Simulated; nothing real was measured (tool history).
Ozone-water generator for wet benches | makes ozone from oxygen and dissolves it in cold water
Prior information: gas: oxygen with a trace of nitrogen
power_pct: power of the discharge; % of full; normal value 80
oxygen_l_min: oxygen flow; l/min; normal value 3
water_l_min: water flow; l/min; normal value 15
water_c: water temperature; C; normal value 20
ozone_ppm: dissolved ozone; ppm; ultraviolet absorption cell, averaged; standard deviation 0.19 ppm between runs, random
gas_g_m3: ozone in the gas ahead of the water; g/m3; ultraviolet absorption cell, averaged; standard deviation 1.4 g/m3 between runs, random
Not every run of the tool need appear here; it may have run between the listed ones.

run 1 hour=0 | power_pct=80 oxygen_l_min=3 water_l_min=15 water_c=20 | ozone_ppm=26.7 gas_g_m3=269.3
run 2 hour=64 | power_pct=80 oxygen_l_min=3 water_l_min=15 water_c=20 | ozone_ppm=26.1 gas_g_m3=272.6
run 3 hour=138.5 | power_pct=80 oxygen_l_min=3 water_l_min=15 water_c=20 | ozone_ppm=26.5 gas_g_m3=270.2
run 4 hour=211.6 | power_pct=80 oxygen_l_min=3 water_l_min=22 water_c=20 | ozone_ppm=18.4 gas_g_m3=271.3
run 5 hour=310.3 | power_pct=80 oxygen_l_min=3 water_l_min=22 water_c=20 | ozone_ppm=18.5 gas_g_m3=272.9
run 6 hour=364.5 | power_pct=80 oxygen_l_min=3 water_l_min=15 water_c=13 | ozone_ppm=28.3 gas_g_m3=271.9
run 7 hour=422.5 | power_pct=80 oxygen_l_min=3 water_l_min=23 water_c=13 | ozone_ppm=18.5 gas_g_m3=271.5
run 8 hour=509.1 | power_pct=80 oxygen_l_min=3 water_l_min=15 water_c=20 | ozone_ppm=26.3 gas_g_m3=272.1
run 9 hour=588.9 | power_pct=80 oxygen_l_min=3 water_l_min=20 water_c=20 | ozone_ppm=20 gas_g_m3=270.5
run 10 hour=692.4 | power_pct=80 oxygen_l_min=3 water_l_min=20 water_c=20 | ozone_ppm=20.2 gas_g_m3=269.9
run 11 hour=766.2 | power_pct=80 oxygen_l_min=3 water_l_min=20 water_c=20 | ozone_ppm=20 gas_g_m3=269.6
run 12 hour=842.1 | power_pct=80 oxygen_l_min=3 water_l_min=14 water_c=20 | ozone_ppm=27.9 gas_g_m3=272.7
run 13 hour=911.6 | power_pct=80 oxygen_l_min=3 water_l_min=14 water_c=20 | ozone_ppm=28.2 gas_g_m3=269.3
run 14 hour=957.5 | power_pct=80 oxygen_l_min=1.53 water_l_min=14 water_c=20 | ozone_ppm=24.8 gas_g_m3=374.3
run 15 hour=1041.4 | power_pct=80 oxygen_l_min=3 water_l_min=15 water_c=20 | ozone_ppm=26.3 gas_g_m3=270
run 16 hour=1143.2 | power_pct=80 oxygen_l_min=3 water_l_min=15 water_c=20 | ozone_ppm=26 gas_g_m3=271.4
run 17 hour=1194 | power_pct=79 oxygen_l_min=3 water_l_min=15 water_c=20 | ozone_ppm=26.2 gas_g_m3=270.6
run 18 hour=1259.5 | power_pct=79 oxygen_l_min=3 water_l_min=15 water_c=20 | ozone_ppm=26.1 gas_g_m3=268.1
run 19 hour=1339 | power_pct=79 oxygen_l_min=1.9 water_l_min=15 water_c=14 | ozone_ppm=25.4 gas_g_m3=333.2
run 20 hour=1435.9 | power_pct=80 oxygen_l_min=3 water_l_min=24 water_c=13 | ozone_ppm=17.7 gas_g_m3=270.3
run 21 hour=1510.3 | power_pct=80 oxygen_l_min=3 water_l_min=24 water_c=13 | ozone_ppm=17.7 gas_g_m3=271.8
run 22 hour=1567.2 | power_pct=42 oxygen_l_min=2.11 water_l_min=15 water_c=24 | ozone_ppm=16.2 gas_g_m3=217.9
run 23 hour=1629 | power_pct=88 oxygen_l_min=5 water_l_min=13 water_c=23 | ozone_ppm=30.5 gas_g_m3=226.6
run 24 hour=1676.3 | power_pct=42 oxygen_l_min=3 water_l_min=15 water_c=20 | ozone_ppm=18 gas_g_m3=181.8
run 25 hour=1749.8 | power_pct=86 oxygen_l_min=3 water_l_min=15 water_c=15 | ozone_ppm=29.5 gas_g_m3=285.1
run 26 hour=1826.1 | power_pct=80 oxygen_l_min=4.41 water_l_min=15 water_c=20 | ozone_ppm=27.2 gas_g_m3=225.7
run 27 hour=1894.1 | power_pct=92 oxygen_l_min=5.33 water_l_min=10 water_c=17 | ozone_ppm=41.4 gas_g_m3=225.7
run 28 hour=1943.7 | power_pct=98 oxygen_l_min=2.85 water_l_min=12 water_c=16 | ozone_ppm=37.9 gas_g_m3=313.9
run 29 hour=2028.9 | power_pct=98 oxygen_l_min=2.85 water_l_min=12 water_c=16 | ozone_ppm=37.3 gas_g_m3=314.4
run 30 hour=2090.9 | power_pct=98 oxygen_l_min=3.48 water_l_min=12 water_c=12 | ozone_ppm=41 gas_g_m3=285.7
run 31 hour=2157.2 | power_pct=80 oxygen_l_min=3 water_l_min=10 water_c=20 | ozone_ppm=36 gas_g_m3=270
run 32 hour=2251.7 | power_pct=80 oxygen_l_min=3 water_l_min=10 water_c=20 | ozone_ppm=36.6 gas_g_m3=272.7
run 33 hour=2333.3 | power_pct=93 oxygen_l_min=3 water_l_min=15 water_c=24 | ozone_ppm=27.6 gas_g_m3=298.9

Predict each of these 3 candidate next runs independently; none follows another, all start after run 33:
run A hour=2407.1 | power_pct=96 oxygen_l_min=4.28 water_l_min=15 water_c=12 | ozone_ppm=? gas_g_m3=?
run B hour=2407.1 | power_pct=80 oxygen_l_min=3 water_l_min=13 water_c=24 | ozone_ppm=? gas_g_m3=?
run C hour=2407.1 | power_pct=85 oxygen_l_min=3 water_l_min=12 water_c=24 | ozone_ppm=? gas_g_m3=?

run=A ozone_ppm=33.8 gas_g_m3=257.6
run=B ozone_ppm=28.3 gas_g_m3=272.4
run=C ozone_ppm=30.7 gas_g_m3=282
Stripped of hidden state, with their random variation kept, the same runs would have yielded:
run=A ozone_ppm=33.8 gas_g_m3=257.7
run=B ozone_ppm=28.3 gas_g_m3=272.5
run=C ozone_ppm=30.7 gas_g_m3=282.2
